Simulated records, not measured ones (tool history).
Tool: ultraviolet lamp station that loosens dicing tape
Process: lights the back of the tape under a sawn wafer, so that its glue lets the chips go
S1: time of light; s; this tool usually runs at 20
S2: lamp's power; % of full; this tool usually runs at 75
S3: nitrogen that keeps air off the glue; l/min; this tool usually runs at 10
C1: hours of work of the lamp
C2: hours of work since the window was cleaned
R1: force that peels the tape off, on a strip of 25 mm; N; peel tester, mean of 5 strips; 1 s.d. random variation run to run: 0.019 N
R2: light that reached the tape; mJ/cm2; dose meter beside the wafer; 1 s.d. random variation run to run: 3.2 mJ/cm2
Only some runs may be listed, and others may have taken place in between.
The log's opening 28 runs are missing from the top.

run     day  S1  S2  S3   C1   C2     R1   R2
 29  13.946  19  75  10  433  552  1.407  383
 30  14.600  19  75  10  442  560  1.427  381
 31  15.042  22  62  11  447  566  1.471  362
 32  15.529  26  62  11  453  572  1.137  433
 33  16.000  37  75  10  459  578  0.435  732
 34  16.383  20  75   7  464  583  1.677  399
 35  16.975  19  86  19  471  590  0.754  429
 36  17.496  19  86  19  478  597  0.748  434
 37  17.825  11  71  10  482  601  3.222  204

What if the next run were any one of these 3? Each begins from the tool's condition after run 37:
  A  18.500  23  97  15  491  609   ?   ?
  B  18.500  11  77  19  491  609   ?   ?
  C  18.500  12  71   8  491  609   ?   ?

run     R1   R2
  A  0.492  587
  B  2.230  222
  C  3.201  225
What these runs would have given with no unlogged condition in the tool:
run     R1   R2
  A  0.325  742
  B  1.614  280
  C  2.508  284
